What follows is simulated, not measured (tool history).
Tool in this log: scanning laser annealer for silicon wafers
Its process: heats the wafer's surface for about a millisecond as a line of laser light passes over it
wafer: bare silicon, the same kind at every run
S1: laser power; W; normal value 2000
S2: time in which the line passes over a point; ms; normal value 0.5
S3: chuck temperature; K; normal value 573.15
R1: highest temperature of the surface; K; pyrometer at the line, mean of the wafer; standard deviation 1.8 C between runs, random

run   hour    S1     S2      S3       R1
  1      0  2000    0.5  573.15  1298.15
  2   16.6  2000  0.432  573.15  1242.15
  3   24.8  2000    0.5  538.15  1261.15
  4   36.4  2000    0.5  538.15  1257.15
  5   50.1  2000    0.5  573.15  1294.15
  6     58  2000    0.5  573.15  1300.15
  7   68.1  1757    0.5  573.15  1178.15
  8   81.6  2000    0.5  573.15  1296.15
  9   98.3  2000    0.5  573.15  1293.15
 10    113  2000    0.5  573.15  1297.15
     127.6  -- window over the wafer cleaned
 11    128  2000    0.5  573.15  1308.15
 12  136.9  2000  0.562  573.15  1355.15
 13  148.7  2000    0.5  583.15  1314.15
 14  157.8  2000    0.5  584.15  1320.15
 15    166  2000    0.5  584.15  1320.15
 16  172.8  2000    0.5  573.15  1308.15
 17  181.5  2000    0.5  573.15  1307.15
 18  188.3  2000    0.5  573.15  1306.15
 19    201  1829    0.5  573.15  1220.15
 20  210.4  1829    0.5  573.15  1224.15
 21  219.9  2000    0.5  547.15  1280.15
 22  228.5  1729   0.48  557.15  1145.15
 23  240.2  2009  0.578  573.15  1371.15
 24  255.5  2120  0.394  573.15  1268.15

Expected results for the next run?
 25  263.2  1964  0.394  573.15   ?

R1: 1198.15 K
On a tool with no hidden condition, and with the same random variation, this run would have come out at R1 1207.15 K.
